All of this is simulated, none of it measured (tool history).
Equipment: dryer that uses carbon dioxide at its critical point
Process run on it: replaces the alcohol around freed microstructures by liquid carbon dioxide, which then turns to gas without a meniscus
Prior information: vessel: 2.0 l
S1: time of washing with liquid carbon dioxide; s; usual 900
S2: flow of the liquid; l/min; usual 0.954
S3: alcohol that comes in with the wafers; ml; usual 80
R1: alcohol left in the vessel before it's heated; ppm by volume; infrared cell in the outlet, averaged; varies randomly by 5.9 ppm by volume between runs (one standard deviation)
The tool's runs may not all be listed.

| run | hour | S1 | S2 | S3 | R1 |
|---|---|---|---|---|---|
| 1 | 0.0 | 900 | 0.954 | 80 | 381 |
| 2 | 17.0 | 900 | 0.954 | 80 | 377 |
| 3 | 41.4 | 900 | 0.954 | 27 | 269 |
|  | 58.3 | purifier's bed changed |
| 4 | 67.8 | 900 | 0.954 | 27 | 80 |
| 5 | 85.7 | 900 | 0.954 | 27 | 82 |
| 6 | 115.5 | 900 | 0.954 | 86 | 281 |
| 7 | 143.8 | 900 | 1.269 | 56 | 59 |
| 8 | 166.6 | 1080 | 0.954 | 23 | 56 |
| 9 | 187.5 | 660 | 0.954 | 87 | 1124 |
| 10 | 208.0 | 600 | 0.973 | 100 | 1745 |

For each run, the measured value with the value that run would have given without the tool's hidden condition subtracted. The run-to-run variation is shared by both, the gauge scatter possibly not:
What the log doesn't record here: flow that reaches the vessel past the clogged filter, %; alcohol in the recycled carbon dioxide, ppm; drift of the gauge itself on alcohol_ppm, %.
| run | R1 |
|---|---|
| 1 | +170 |
| 2 | +175 |
| 3 | +183 |
| 4 | +10 |
| 5 | +15 |
| 6 | +50 |
| 7 | +22 |
| 8 | +24 |
| 9 | +217 |
| 10 | +336 |
